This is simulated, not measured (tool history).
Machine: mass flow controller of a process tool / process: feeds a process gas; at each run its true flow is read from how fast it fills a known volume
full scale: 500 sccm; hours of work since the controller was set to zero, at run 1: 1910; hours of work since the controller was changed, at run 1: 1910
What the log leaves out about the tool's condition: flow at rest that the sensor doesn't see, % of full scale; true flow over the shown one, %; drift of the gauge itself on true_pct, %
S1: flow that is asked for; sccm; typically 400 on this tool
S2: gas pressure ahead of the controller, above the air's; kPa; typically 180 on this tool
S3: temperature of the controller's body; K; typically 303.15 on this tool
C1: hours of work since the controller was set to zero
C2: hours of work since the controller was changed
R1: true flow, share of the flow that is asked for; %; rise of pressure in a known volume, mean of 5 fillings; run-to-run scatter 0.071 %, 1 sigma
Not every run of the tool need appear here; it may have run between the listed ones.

{"run": 1, "hour": 0.0, "S1": 400, "S2": 180, "S3": 303.15, "C1": 1910, "C2": 1910, "R1": 99.63}
{"run": 2, "hour": 123.6, "S1": 382, "S2": 180, "S3": 303.15, "C1": 1988, "C2": 1988, "R1": 99.44}
{"run": 3, "hour": 199.2, "S1": 143, "S2": 180, "S3": 303.15, "C1": 2036, "C2": 2036, "R1": 98.12}
{"run": 4, "hour": 299.8, "S1": 143, "S2": 180, "S3": 303.15, "C1": 2099, "C2": 2099, "R1": 98.01}
{"run": 5, "hour": 452.0, "S1": 143, "S2": 180, "S3": 303.15, "C1": 2195, "C2": 2195, "R1": 97.93}
{"run": 6, "hour": 550.8, "S1": 400, "S2": 180, "S3": 303.15, "C1": 2258, "C2": 2258, "R1": 99.44}
{"run": 7, "hour": 665.3, "S1": 400, "S2": 180, "S3": 298.15, "C1": 2330, "C2": 2330, "R1": 98.84}
{"run": 8, "hour": 755.9, "S1": 400, "S2": 180, "S3": 298.15, "C1": 2387, "C2": 2387, "R1": 98.77}
{"run": 9, "hour": 857.0, "S1": 400, "S2": 180, "S3": 294.15, "C1": 2451, "C2": 2451, "R1": 98.36}
{"run": 10, "hour": 999.2, "S1": 400, "S2": 180, "S3": 294.15, "C1": 2541, "C2": 2541, "R1": 98.51}
{"run": 11, "hour": 1132.4, "S1": 400, "S2": 180, "S3": 303.15, "C1": 2625, "C2": 2625, "R1": 99.13}
{"run": 12, "hour": 1300.0, "S1": 400, "S2": 180, "S3": 303.15, "C1": 2731, "C2": 2731, "R1": 99.2}
{"run": 13, "hour": 1450.4, "S1": 400, "S2": 180, "S3": 303.15, "C1": 2826, "C2": 2826, "R1": 99.19}
{"run": 14, "hour": 1530.2, "S1": 400, "S2": 180, "S3": 303.15, "C1": 2877, "C2": 2877, "R1": 99.04}
{"run": 15, "hour": 1599.3, "S1": 400, "S2": 180, "S3": 303.15, "C1": 2920, "C2": 2920, "R1": 99.06}
{"run": 16, "hour": 1742.0, "S1": 400, "S2": 180, "S3": 298.15, "C1": 3010, "C2": 3010, "R1": 98.53}
{"run": 17, "hour": 1830.9, "S1": 400, "S2": 180, "S3": 298.15, "C1": 3067, "C2": 3067, "R1": 98.62}
{"run": 18, "hour": 1991.8, "S1": 400, "S2": 180, "S3": 298.15, "C1": 3168, "C2": 3168, "R1": 98.45}
{"run": 19, "hour": 2157.0, "S1": 400, "S2": 180, "S3": 298.15, "C1": 3273, "C2": 3273, "R1": 98.27}
{"run": 20, "hour": 2238.6, "S1": 400, "S2": 180, "S3": 298.15, "C1": 3324, "C2": 3324, "R1": 98.5}
{"run": 21, "hour": 2307.9, "S1": 400, "S2": 170, "S3": 303.15, "C1": 3368, "C2": 3368, "R1": 98.98}
{"run": 22, "hour": 2403.7, "S1": 400, "S2": 170, "S3": 303.15, "C1": 3429, "C2": 3429, "R1": 98.9}
{"run": 23, "hour": 2557.3, "S1": 400, "S2": 224, "S3": 303.15, "C1": 3526, "C2": 3526, "R1": 98.48}
{"run": 24, "hour": 2661.0, "S1": 400, "S2": 224, "S3": 303.15, "C1": 3591, "C2": 3591, "R1": 98.57}
{"run": 25, "hour": 2779.9, "S1": 400, "S2": 234, "S3": 298.15, "C1": 3666, "C2": 3666, "R1": 97.83}
{"run": 26, "hour": 2898.4, "S1": 400, "S2": 187, "S3": 298.15, "C1": 3741, "C2": 3741, "R1": 98.23}
{"run": 27, "hour": 3003.1, "S1": 105, "S2": 167, "S3": 294.15, "C1": 3807, "C2": 3807, "R1": 94.51}
{"run": 28, "hour": 3135.0, "S1": 105, "S2": 167, "S3": 294.15, "C1": 3891, "C2": 3891, "R1": 94.54}
{"run": 29, "hour": 3282.2, "S1": 249, "S2": 147, "S3": 303.15, "C1": 3984, "C2": 3984, "R1": 98.07}
{"run": 30, "hour": 3427.3, "S1": 82, "S2": 166, "S3": 297.15, "C1": 4075, "C2": 4075, "R1": 93.54}
{"run": 31, "hour": 3539.7, "S1": 82, "S2": 166, "S3": 300.15, "C1": 4146, "C2": 4146, "R1": 93.8}
{"run": 32, "hour": 3664.4, "S1": 82, "S2": 166, "S3": 300.15, "C1": 4225, "C2": 4225, "R1": 93.71}
{"run": 33, "hour": 3785.0, "S1": 151, "S2": 154, "S3": 307.15, "C1": 4301, "C2": 4301, "R1": 96.91}
{"run": 34, "hour": 3952.7, "S1": 53, "S2": 154, "S3": 296.15, "C1": 4407, "C2": 4407, "R1": 90.16}
{"run": 35, "hour": 4043.7, "S1": 180, "S2": 214, "S3": 308.15, "C1": 4465, "C2": 4465, "R1": 96.85}
{"run": 36, "hour": 4129.0, "S1": 180, "S2": 214, "S3": 308.15, "C1": 4519, "C2": 4519, "R1": 96.87}
{"hour": 4175.8, "done": "controller's zero set anew"}
{"run": 37, "hour": 4263.8, "S1": 218, "S2": 176, "S3": 306.15, "C1": 56, "C2": 4604, "R1": 99.57}
{"run": 38, "hour": 4338.4, "S1": 218, "S2": 239, "S3": 297.15, "C1": 103, "C2": 4651, "R1": 98.02}
{"run": 39, "hour": 4412.0, "S1": 218, "S2": 228, "S3": 297.15, "C1": 149, "C2": 4697, "R1": 98.04}
{"run": 40, "hour": 4575.4, "S1": 57, "S2": 154, "S3": 297.15, "C1": 253, "C2": 4801, "R1": 97.94}
{"run": 41, "hour": 4659.0, "S1": 400, "S2": 181, "S3": 300.15, "C1": 305, "C2": 4853, "R1": 99}
{"run": 42, "hour": 4728.5, "S1": 287, "S2": 180, "S3": 296.15, "C1": 349, "C2": 4897, "R1": 98.37}
{"run": 43, "hour": 4816.5, "S1": 287, "S2": 200, "S3": 306.15, "C1": 405, "C2": 4953, "R1": 99.34}
{"run": 44, "hour": 4949.3, "S1": 177, "S2": 252, "S3": 312.15, "C1": 489, "C2": 5037, "R1": 99.1}
{"run": 45, "hour": 5052.8, "S1": 55, "S2": 252, "S3": 306.15, "C1": 554, "C2": 5102, "R1": 97.56}
{"run": 46, "hour": 5204.3, "S1": 246, "S2": 198, "S3": 304.15, "C1": 650, "C2": 5198, "R1": 98.91}
{"run": 47, "hour": 5333.4, "S1": 179, "S2": 208, "S3": 311.15, "C1": 732, "C2": 5280, "R1": 99.21}

4 ways to go on from here, each from the tool as it stands after run 47. What would each give?
{"run": "A", "hour": 5488.7, "S1": 221, "S2": 183, "S3": 307.15, "C1": 830, "C2": 5378, "R1": "?"}
{"run": "B", "hour": 5488.7, "S1": 179, "S2": 208, "S3": 299.15, "C1": 830, "C2": 5378, "R1": "?"}
{"run": "C", "hour": 5488.7, "S1": 400, "S2": 148, "S3": 301.15, "C1": 830, "C2": 5378, "R1": "?"}
{"run": "D", "hour": 5488.7, "S1": 410, "S2": 206, "S3": 294.15, "C1": 830, "C2": 5378, "R1": "?"}

run=A R1=99.15
run=B R1=97.88
run=C R1=99.05
run=D R1=98.1
With the hidden condition removed and each run's random variation left untouched, the same runs would have given:
run=A R1=100.71
run=B R1=99.53
run=C R1=100.44
run=D R1=99.48
